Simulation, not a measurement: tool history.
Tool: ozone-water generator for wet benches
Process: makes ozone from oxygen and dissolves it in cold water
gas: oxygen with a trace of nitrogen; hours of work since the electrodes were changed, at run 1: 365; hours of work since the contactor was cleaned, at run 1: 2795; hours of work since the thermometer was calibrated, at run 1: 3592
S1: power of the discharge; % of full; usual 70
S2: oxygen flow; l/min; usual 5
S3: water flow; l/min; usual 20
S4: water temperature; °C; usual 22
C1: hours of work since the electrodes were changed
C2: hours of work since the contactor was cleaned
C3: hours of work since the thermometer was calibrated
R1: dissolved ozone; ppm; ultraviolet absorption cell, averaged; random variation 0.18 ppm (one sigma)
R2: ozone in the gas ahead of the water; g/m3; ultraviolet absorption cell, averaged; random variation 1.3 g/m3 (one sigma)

run	day	S1	S2	S3	S4	C1	C2	C3	R1	R2
1	0	70	5	20	22	365	2795	3592	24.1	229.7
2	1.246	70	5	20	22	391	2822	3618	24.7	229.1
3	2.658	70	4.82	20	22	422	2852	3649	24.4	235.6
4	3.504	70	4.82	20	22	440	2871	3667	24.1	233.4
5	4.217	70	4.82	20	18	455	2886	3682	25.6	233.3
6	5.6	70	4.82	20	18	485	2916	3712	25.7	232.5
7	7.046	70	4.82	20	18	516	2947	3743	25.8	233.4
8	8.429	70	5	26	22	546	2976	3773	20.4	228.4
9	9.292	70	5	26	22	564	2995	3791	20.3	228.6
10	10.342	70	5	26	22	587	3017	3814	20.4	228.5
11	11.267	70	5	26	22	606	3037	3834	20.2	227.8
12	12.512	70	5	26	22	633	3064	3860	20.3	229.5
13	13.517	70	5	26	22	655	3086	3882	20.2	228.5
14	14.125	70	5	20	28	668	3099	3895	21.9	227.8
15	14.733	70	5	20	28	681	3112	3908	21.9	229.1
16	16.083	70	5	20	28	710	3141	3937	21.9	228.4
17	17.517	70	5.89	17	21	741	3171	3968	26.9	209.1
18	18.708	52	3.1	17	21	766	3197	3993	21.4	230.8
19	20.05	70	5	28	24	795	3226	4022	18.9	230
20	21.058	42	5	23	24	817	3247	4044	13.6	145.9
21	22.258	42	5	30	15	843	3273	4070	12.3	147.3
22	23.646	42	5	30	15	872	3303	4099	12.5	145.9
23	24.258	42	5	30	15	886	3316	4113	12.4	144.7
24	25.354	42	3.92	23	15	909	3340	4136	14.9	167.2
25	26.4	52	2.83	15	17	931	3362	4159	24.1	242.2
26	27.096	70	3.7	24	22	946	3377	4173	21.1	271.4
27	28.071	70	3.7	24	22	967	3398	4194	20.9	270
28	29.462	75	2.87	14	22	997	3428	4224	32.9	331.3
29	30.112	45	2.87	14	28	1011	3442	4238	19	210.9
30	30.896	45	2.87	14	28	1028	3459	4255	19.1	212.2
31	32.154	67	3.91	21	17	1055	3486	4282	23.7	248.8
32	33.329	93	4.53	30	14	1080	3511	4307	24.5	306.9

Measured less the same run without the tool's hidden state. The same run-to-run variation is in both; the gauge's scatter may not be:
The hidden state here: yield of the discharge, % of new electrodes'; contactor's efficiency, % of a clean one's; true water temperature over the reading, C; drift of the gauge itself on ozone_ppm, %; drift of the gauge itself on gas_g_m3, %.
run	R1	R2
1	-0.8	-1.7
2	-0.8	-1.8
3	-0.9	-1.9
4	-0.9	-2
5	-0.9	-2.1
6	-0.9	-2.2
7	-0.9	-2.3
8	-0.8	-2.4
9	-0.8	-2.4
10	-0.8	-2.5
11	-0.9	-2.6
12	-0.8	-2.7
13	-0.9	-2.8
14	-0.9	-2.8
15	-1	-2.9
16	-0.9	-3
17	-1.1	-2.8
18	-0.8	-2.4
19	-0.9	-3.3
20	-0.5	-1.2
21	-0.5	-1.2
22	-0.6	-1.3
23	-0.5	-1.3
24	-0.6	-1.5
25	-1	-3
26	-1	-4.6
27	-1.1	-4.6
28	-1.5	-6.3
29	-0.7	-2.3
30	-0.8	-2.3
31	-1.2	-4.4
32	-1.5	-7.4
